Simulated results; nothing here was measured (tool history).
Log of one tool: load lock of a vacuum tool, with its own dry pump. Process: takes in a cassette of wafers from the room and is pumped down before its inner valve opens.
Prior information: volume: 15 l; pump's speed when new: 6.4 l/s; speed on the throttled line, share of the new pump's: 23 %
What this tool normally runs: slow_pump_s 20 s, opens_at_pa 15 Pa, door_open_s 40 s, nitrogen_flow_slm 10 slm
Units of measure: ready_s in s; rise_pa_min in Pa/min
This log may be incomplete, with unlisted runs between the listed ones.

run,hour,slow_pump_s,opens_at_pa,door_open_s,nitrogen_flow_slm,"incoming humidity of the room's air, %",ready_s,rise_pa_min
1,0.0,20,15,40,10,41.5,37.5,0.277
2,411.6,20,15,40,5,43.5,37.5,0.304
3,925.3,20,15,40,10,43.6,37.6,0.314
4,1185.6,20,15,40,10,50.2,37.6,0.329
5,1657.8,20,15,164,10,45.8,37.3,0.368
6,2120.7,20,15,100,10,48.6,38.0,0.380
7,2625.7,20,15,100,10,44.5,37.7,0.393
8,2850.1,20,15,40,10,44.7,38.0,0.388
9,3173.4,20,15,40,10,43.6,38.0,0.392
10,3530.7,20,15,27,10,46.5,38.2,0.410
11,4035.3,17,15,40,10,49.4,36.0,0.430
12,4384.3,17,15,40,10,46.0,36.1,0.447
13,4612.7,17,15,40,10,43.0,36.2,0.457
14,4829.9,20,15,40,10,44.0,38.6,0.464
15,5065.1,20,15,40,10,44.7,38.7,0.481
16,5289.8,20,15,40,10,46.7,38.7,0.486
17,5607.0,11,24,101,23,45.9,30.9,0.490
18,5934.7,11,11,101,23,49.4,33.0,0.509
19,6173.3,11,11,39,23,43.5,33.3,0.506
20,6514.7,20,17,40,38,46.2,38.7,0.517
21,6902.2,20,25,27,17,45.8,37.5,0.547
22,7158.0,13,25,27,13,44.8,32.6,0.552
# hour 7368.0: door's seal changed, seat wiped
23,7453.6,13,25,27,13,45.5,32.7,0.044
24,7980.1,24,27,40,44,44.4,40.8,0.037
25,8361.2,20,22,40,21,46.2,38.9,0.056
26,8776.5,20,30,40,12,44.5,37.7,0.068
27,9016.1,20,15,40,10,43.8,39.5,0.069
# hour 9319.8: dry pump taken out, an overhauled one fitted
28,9374.3,14,15,54,11,47.1,31.2,0.080

Here are 5 independent what-if runs from the current tool condition. What would each one return?
A,9897.8,31,15,54,38,45.9,?,?
B,9897.8,20,15,43,8,42.2,?,?
C,9897.8,14,15,30,11,46.0,?,?
D,9897.8,13,15,54,11,43.7,?,?
E,9897.8,14,12,54,6,43.2,?,?

run,ready_s,rise_pa_min
A,44.6,0.064
B,35.9,0.080
C,31.5,0.079
D,30.5,0.082
E,32.0,0.094
Without the tool's hidden state the same runs would have given:
run,ready_s,rise_pa_min
A,44.6,0.033
B,36.0,0.048
C,31.5,0.047
D,30.5,0.050
E,32.0,0.061

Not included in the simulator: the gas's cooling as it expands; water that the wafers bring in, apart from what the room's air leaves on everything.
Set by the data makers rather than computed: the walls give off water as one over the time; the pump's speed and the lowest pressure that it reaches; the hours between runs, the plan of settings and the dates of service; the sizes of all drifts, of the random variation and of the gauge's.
